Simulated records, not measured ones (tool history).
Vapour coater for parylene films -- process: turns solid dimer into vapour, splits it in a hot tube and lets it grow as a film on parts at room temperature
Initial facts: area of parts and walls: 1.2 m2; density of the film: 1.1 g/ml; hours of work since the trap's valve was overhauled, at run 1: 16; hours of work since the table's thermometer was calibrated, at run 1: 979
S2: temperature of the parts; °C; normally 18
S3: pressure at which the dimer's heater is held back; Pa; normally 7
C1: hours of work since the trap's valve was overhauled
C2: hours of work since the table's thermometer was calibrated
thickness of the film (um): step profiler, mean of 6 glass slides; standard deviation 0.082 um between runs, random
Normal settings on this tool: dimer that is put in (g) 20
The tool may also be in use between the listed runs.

{"run": 1, "hour": 0.0, "dimer that is put in (g)": 20, "S2": 18, "S3": 7, "C1": 16, "C2": 979, "thickness of the film (um)": 9.91}
{"run": 2, "hour": 63.1, "dimer that is put in (g)": 20, "S2": 18, "S3": 7, "C1": 65, "C2": 1028, "thickness of the film (um)": 9.87}
{"run": 3, "hour": 126.6, "dimer that is put in (g)": 20, "S2": 18, "S3": 7, "C1": 115, "C2": 1078, "thickness of the film (um)": 9.78}
{"run": 4, "hour": 199.6, "dimer that is put in (g)": 20, "S2": 18, "S3": 7, "C1": 172, "C2": 1135, "thickness of the film (um)": 9.5}
{"run": 5, "hour": 252.2, "dimer that is put in (g)": 20, "S2": 18, "S3": 7, "C1": 214, "C2": 1177, "thickness of the film (um)": 9.33}
{"run": 6, "hour": 291.9, "dimer that is put in (g)": 9, "S2": 18, "S3": 7, "C1": 245, "C2": 1208, "thickness of the film (um)": 4.17}
{"hour": 319.8, "done": "trap's valve overhauled"}
{"run": 7, "hour": 341.6, "dimer that is put in (g)": 9, "S2": 18, "S3": 3.16, "C1": 17, "C2": 1244, "thickness of the film (um)": 4.84}
{"run": 8, "hour": 406.5, "dimer that is put in (g)": 20, "S2": 18, "S3": 8.25, "C1": 68, "C2": 1295, "thickness of the film (um)": 8.18}
{"run": 9, "hour": 454.8, "dimer that is put in (g)": 20, "S2": 18, "S3": 8.25, "C1": 106, "C2": 1332, "thickness of the film (um)": 8.17}
{"run": 10, "hour": 488.3, "dimer that is put in (g)": 20, "S2": 18, "S3": 8.25, "C1": 132, "C2": 1359, "thickness of the film (um)": 8.05}
{"run": 11, "hour": 524.6, "dimer that is put in (g)": 20, "S2": 18, "S3": 8.25, "C1": 160, "C2": 1387, "thickness of the film (um)": 8.07}
{"run": 12, "hour": 563.0, "dimer that is put in (g)": 20, "S2": 14, "S3": 8.25, "C1": 191, "C2": 1417, "thickness of the film (um)": 8.19}
{"hour": 579.3, "done": "table's thermometer calibrated"}
{"run": 13, "hour": 622.1, "dimer that is put in (g)": 20, "S2": 14, "S3": 8.25, "C1": 236, "C2": 34, "thickness of the film (um)": 8.13}
{"hour": 660.8, "done": "trap's valve overhauled"}
{"run": 14, "hour": 678.7, "dimer that is put in (g)": 20, "S2": 23, "S3": 7, "C1": 14, "C2": 75, "thickness of the film (um)": 9.18}
{"hour": 728.1, "done": "trap's valve overhauled, once more"}
{"run": 15, "hour": 729.7, "dimer that is put in (g)": 20, "S2": 23, "S3": 7, "C1": 1, "C2": 112, "thickness of the film (um)": 9.24}
{"run": 16, "hour": 771.4, "dimer that is put in (g)": 20, "S2": 23, "S3": 7, "C1": 34, "C2": 144, "thickness of the film (um)": 9.07}
{"run": 17, "hour": 842.7, "dimer that is put in (g)": 12, "S2": 22, "S3": 5.14, "C1": 90, "C2": 200, "thickness of the film (um)": 5.89}
{"run": 18, "hour": 900.1, "dimer that is put in (g)": 20, "S2": 10, "S3": 11.1, "C1": 135, "C2": 245, "thickness of the film (um)": 9.81}
{"run": 19, "hour": 941.0, "dimer that is put in (g)": 20, "S2": 10, "S3": 11.1, "C1": 167, "C2": 277, "thickness of the film (um)": 9.66}
{"run": 20, "hour": 1009.3, "dimer that is put in (g)": 20, "S2": 10, "S3": 11.1, "C1": 220, "C2": 331, "thickness of the film (um)": 9.47}
{"run": 21, "hour": 1039.4, "dimer that is put in (g)": 35, "S2": 18, "S3": 3.72, "C1": 244, "C2": 354, "thickness of the film (um)": 18.82}
{"hour": 1070.6, "done": "trap's valve overhauled"}
{"run": 22, "hour": 1118.2, "dimer that is put in (g)": 17, "S2": 18, "S3": 7, "C1": 37, "C2": 413, "thickness of the film (um)": 8.41}
{"run": 23, "hour": 1172.9, "dimer that is put in (g)": 20, "S2": 18, "S3": 7, "C1": 80, "C2": 456, "thickness of the film (um)": 9.74}
{"run": 24, "hour": 1246.1, "dimer that is put in (g)": 12, "S2": 14, "S3": 9.99, "C1": 138, "C2": 513, "thickness of the film (um)": 5.69}
{"run": 25, "hour": 1290.3, "dimer that is put in (g)": 14, "S2": 23, "S3": 2.17, "C1": 172, "C2": 548, "thickness of the film (um)": 8.15}
{"run": 26, "hour": 1329.6, "dimer that is put in (g)": 14, "S2": 23, "S3": 2.17, "C1": 203, "C2": 579, "thickness of the film (um)": 8.24}
{"run": 27, "hour": 1377.2, "dimer that is put in (g)": 20, "S2": 17, "S3": 2.14, "C1": 240, "C2": 616, "thickness of the film (um)": 12.64}
{"hour": 1411.2, "done": "trap's valve overhauled"}
{"run": 28, "hour": 1451.3, "dimer that is put in (g)": 14, "S2": 16, "S3": 7, "C1": 31, "C2": 671, "thickness of the film (um)": 7.18}
{"run": 29, "hour": 1501.9, "dimer that is put in (g)": 14, "S2": 25, "S3": 7, "C1": 71, "C2": 711, "thickness of the film (um)": 6.33}
{"run": 30, "hour": 1551.8, "dimer that is put in (g)": 14, "S2": 25, "S3": 7, "C1": 110, "C2": 750, "thickness of the film (um)": 6.12}
{"run": 31, "hour": 1606.6, "dimer that is put in (g)": 14, "S2": 25, "S3": 7, "C1": 153, "C2": 793, "thickness of the film (um)": 6.01}

Branching from run 31: 5 alternative next runs. What would each branch give?
{"run": "A", "hour": 1680.5, "dimer that is put in (g)": 14, "S2": 18, "S3": 6.22, "C1": 211, "C2": 851, "thickness of the film (um)": "?"}
{"run": "B", "hour": 1680.5, "dimer that is put in (g)": 25, "S2": 18, "S3": 5.16, "C1": 211, "C2": 851, "thickness of the film (um)": "?"}
{"run": "C", "hour": 1680.5, "dimer that is put in (g)": 15, "S2": 18, "S3": 2.47, "C1": 211, "C2": 851, "thickness of the film (um)": "?"}
{"run": "D", "hour": 1680.5, "dimer that is put in (g)": 14, "S2": 29, "S3": 7, "C1": 211, "C2": 851, "thickness of the film (um)": "?"}
{"run": "E", "hour": 1680.5, "dimer that is put in (g)": 11, "S2": 19, "S3": 4.56, "C1": 211, "C2": 851, "thickness of the film (um)": "?"}

run=A thickness_of_the_film_(um)=6.74
run=B thickness_of_the_film_(um)=12.58
run=C thickness_of_the_film_(um)=9.24
run=D thickness_of_the_film_(um)=5.57
run=E thickness_of_the_film_(um)=5.71
Stripped of hidden state, with their random variation kept, the same runs would have yielded:
run=A thickness_of_the_film_(um)=7.15
run=B thickness_of_the_film_(um)=13.34
run=C thickness_of_the_film_(um)=9.8
run=D thickness_of_the_film_(um)=5.91
run=E thickness_of_the_film_(um)=6.05

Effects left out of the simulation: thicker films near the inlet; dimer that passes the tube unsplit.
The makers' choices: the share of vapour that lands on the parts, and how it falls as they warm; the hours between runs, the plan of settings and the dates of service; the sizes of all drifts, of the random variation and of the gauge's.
